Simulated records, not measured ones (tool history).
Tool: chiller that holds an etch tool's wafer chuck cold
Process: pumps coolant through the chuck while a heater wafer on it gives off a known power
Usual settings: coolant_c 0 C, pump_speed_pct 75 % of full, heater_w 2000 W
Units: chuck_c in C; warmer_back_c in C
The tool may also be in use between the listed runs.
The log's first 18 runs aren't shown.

Run 19, day 88.792: usual settings but coolant_c 2 C, pump_speed_pct 93 % of full, heater_w 1160 W. Result: chuck_c 14.4 C, warmer_back_c 3.87 C.
Run 20, day 93.054: usual settings but coolant_c 8 C, heater_w 2235 W. Result: chuck_c 35.2 C, warmer_back_c 9.35 C.
Run 21, day 97.508: usual settings but coolant_c 8 C, heater_w 2235 W. Result: chuck_c 35.2 C, warmer_back_c 9.36 C.
Run 22, day 103.046: usual settings but coolant_c -6 C, pump_speed_pct 85 % of full, heater_w 2685 W. Result: chuck_c 24.3 C, warmer_back_c 9.84 C.
Run 23, day 106.617: usual settings but coolant_c -6 C, pump_speed_pct 85 % of full, heater_w 2685 W. Result: chuck_c 24.6 C, warmer_back_c 9.91 C.
Run 24, day 111.079: usual settings but coolant_c -6 C, pump_speed_pct 85 % of full, heater_w 2685 W. Result: chuck_c 24.5 C, warmer_back_c 9.89 C.
Run 25, day 114.633: usual settings. Result: chuck_c 24.7 C, warmer_back_c 8.39 C.
Run 26, day 117.546: usual settings. Result: chuck_c 24.6 C, warmer_back_c 8.4 C.
Run 27, day 123.342: usual settings but coolant_c 10 C, pump_speed_pct 67 % of full, heater_w 2059 W. Result: chuck_c 37.4 C, warmer_back_c 9.65 C.
Run 28, day 128.871: usual settings but coolant_c 10 C, pump_speed_pct 67 % of full, heater_w 1778 W. Result: chuck_c 33.9 C, warmer_back_c 8.35 C.
Run 29, day 135.604: usual settings but pump_speed_pct 61 % of full. Result: chuck_c 28.6 C, warmer_back_c 10.41 C.
Run 30, day 139.588: usual settings but pump_speed_pct 95 % of full, heater_w 1943 W. Result: chuck_c 21.1 C, warmer_back_c 6.53 C.

Forecast run 31:
Run 31, day 145.696: usual settings but coolant_c -3 C, pump_speed_pct 74 % of full, heater_w 1219 W. Result: chuck_c ?, warmer_back_c ?.

chuck_c: 12.4 C
warmer_back_c: 5.25 C
Without the tool's hidden state the same run would have given chuck_c 9.9 C, warmer_back_c 4.53 C.

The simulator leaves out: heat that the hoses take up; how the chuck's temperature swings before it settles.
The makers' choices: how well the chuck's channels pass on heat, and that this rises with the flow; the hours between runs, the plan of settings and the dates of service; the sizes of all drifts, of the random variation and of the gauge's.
